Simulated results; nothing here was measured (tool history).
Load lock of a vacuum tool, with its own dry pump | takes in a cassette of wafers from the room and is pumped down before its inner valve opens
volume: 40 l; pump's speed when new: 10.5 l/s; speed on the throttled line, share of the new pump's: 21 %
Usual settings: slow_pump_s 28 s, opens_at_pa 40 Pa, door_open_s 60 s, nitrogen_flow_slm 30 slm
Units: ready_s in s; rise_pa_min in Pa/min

| run | hour | slow_pump_s | opens_at_pa | door_open_s | nitrogen_flow_slm | incoming humidity of the room's air, % | ready_s | rise_pa_min |
|---|---|---|---|---|---|---|---|---|
| 1 | 0 | 28 | 40 | 60 | 30 | 45.4 | 53.1 | 0.191 |
| 2 | 228.9 | 28 | 40 | 60 | 30 | 41.1 | 53.4 | 0.19 |
| 3 | 455.5 | 28 | 40 | 60 | 30 | 42.3 | 53.4 | 0.198 |
| 4 | 607.7 | 28 | 40 | 84 | 30 | 48.6 | 53.5 | 0.2 |
| 5 | 802.8 | 28 | 40 | 84 | 5 | 45.4 | 53.6 | 0.226 |
| 6 | 904.2 | 28 | 40 | 60 | 30 | 44.6 | 53.5 | 0.203 |
| 7 | 1056.9 | 14 | 33 | 47 | 18 | 43.5 | 43.3 | 0.204 |
| 8 | 1153.2 | 14 | 31 | 227 | 18 | 47.8 | 43.5 | 0.234 |

Forecast run 9:
| 9 | 1348.6 | 14 | 31 | 227 | 18 | 46.7 | ? | ? |

ready_s: 43.7 s
rise_pa_min: 0.236 Pa/min
Without the tool's hidden state the same run would have given ready_s 42 s, rise_pa_min 0.035 Pa/min.
